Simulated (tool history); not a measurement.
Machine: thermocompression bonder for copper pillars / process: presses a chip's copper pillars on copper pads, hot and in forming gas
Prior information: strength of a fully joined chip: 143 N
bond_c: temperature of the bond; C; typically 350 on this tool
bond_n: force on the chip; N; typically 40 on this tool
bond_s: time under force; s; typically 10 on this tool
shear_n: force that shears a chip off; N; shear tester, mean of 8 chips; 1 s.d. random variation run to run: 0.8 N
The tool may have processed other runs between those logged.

run	hour	bond_c	bond_n	bond_s	shear_n
1	0.0	350	40	10	87.0
2	44.3	350	40	10	87.2
3	88.7	350	40	10	85.0
4	155.4	368	40	10	95.1
5	227.1	350	32	10	77.5
6	296.3	350	32	10	76.2
7	338.8	350	32	10	76.7
8	387.1	350	32	10	75.4
9	417.6	360	40	24	109.5
10	485.5	350	49	10	88.0
# hour 493.0: force cell calibrated
11	544.9	350	49	10	85.9
12	611.8	350	58	7	82.9
13	647.4	350	58	7	81.7
# hour 652.2: forming gas filter changed
14	695.4	350	58	7	86.3
# hour 750.6: force cell calibrated, once more
15	753.8	350	58	8	90.5

Alternative continuations, all from the tool just after run 15; predict every row:
A	822.5	350	32	10	?
B	822.5	347	59	15	?
C	822.5	367	40	15	?
D	822.5	367	44	8	?
E	822.5	378	54	26	?

run	shear_n
A	75.7
B	103.7
C	103.3
D	90.4
E	130.1
Without the tool's hidden state the same runs would have given:
run	shear_n
A	80.7
B	109.0
C	108.4
D	95.5
E	134.1

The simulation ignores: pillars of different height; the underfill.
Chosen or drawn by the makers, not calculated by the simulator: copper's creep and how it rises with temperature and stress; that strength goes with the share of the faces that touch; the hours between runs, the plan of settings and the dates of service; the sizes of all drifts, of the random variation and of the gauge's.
